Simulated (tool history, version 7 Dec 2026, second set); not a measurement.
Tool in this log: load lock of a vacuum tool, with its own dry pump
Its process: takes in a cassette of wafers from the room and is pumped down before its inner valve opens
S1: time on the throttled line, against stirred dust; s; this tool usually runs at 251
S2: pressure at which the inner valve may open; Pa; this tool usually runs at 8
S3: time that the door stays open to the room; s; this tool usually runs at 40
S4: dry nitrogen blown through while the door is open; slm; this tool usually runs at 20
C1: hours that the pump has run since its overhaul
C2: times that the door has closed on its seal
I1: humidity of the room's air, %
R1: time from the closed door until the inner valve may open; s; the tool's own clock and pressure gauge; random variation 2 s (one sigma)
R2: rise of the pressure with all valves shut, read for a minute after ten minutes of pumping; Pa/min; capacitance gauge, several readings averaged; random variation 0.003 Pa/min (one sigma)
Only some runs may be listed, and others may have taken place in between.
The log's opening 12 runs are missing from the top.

Run 13, hour 5802.4: usual settings but S4 44 slm; C1 5802; C2 58240; I1 40.3. Result: R1 358.2 s, R2 0.120 Pa/min.
Run 14, hour 6268.0: usual settings but S4 44 slm; C1 6268; C2 59833; I1 45.3. Result: R1 361.7 s, R2 0.132 Pa/min.
Run 15, hour 6751.1: usual settings; C1 6751; C2 61486; I1 41.6. Result: R1 358.0 s, R2 0.132 Pa/min.
At hour 6854.5: door's seal changed, seat wiped.
Run 16, hour 7087.3: usual settings; C1 7086; C2 796; I1 43.6. Result: R1 364.0 s, R2 0.009 Pa/min.
Run 17, hour 7723.1: usual settings; C1 7722; C2 2972; I1 44.5. Result: R1 361.1 s, R2 0.009 Pa/min.
Run 18, hour 7998.8: usual settings; C1 7997; C2 3915; I1 45.2. Result: R1 363.5 s, R2 0.011 Pa/min.
Run 19, hour 8598.3: usual settings but S2 7 Pa, S4 7 slm; C1 8597; C2 5967; I1 39.7. Result: R1 364.6 s, R2 0.014 Pa/min.
Run 20, hour 8966.1: usual settings but S2 7 Pa, S3 72 s, S4 7 slm; C1 8965; C2 7225; I1 44.8. Result: R1 371.3 s, R2 0.018 Pa/min.
Run 21, hour 9612.3: usual settings but S2 7 Pa, S3 72 s, S4 7 slm; C1 9611; C2 9436; I1 47.7. Result: R1 370.6 s, R2 0.027 Pa/min.

Estimate the outcome of run 22 from the log above:
Run 22, hour 10106.7: usual settings but S1 193 s, S3 48 s, S4 7 slm; C1 10105; C2 11128; I1 46.8. Result: R1 ?, R2 ?.

R1: 320.9 s
R2: 0.022 Pa/min
Minus the tool's unlogged condition, the same run would have read R1 297.0 s, R2 0.011 Pa/min.

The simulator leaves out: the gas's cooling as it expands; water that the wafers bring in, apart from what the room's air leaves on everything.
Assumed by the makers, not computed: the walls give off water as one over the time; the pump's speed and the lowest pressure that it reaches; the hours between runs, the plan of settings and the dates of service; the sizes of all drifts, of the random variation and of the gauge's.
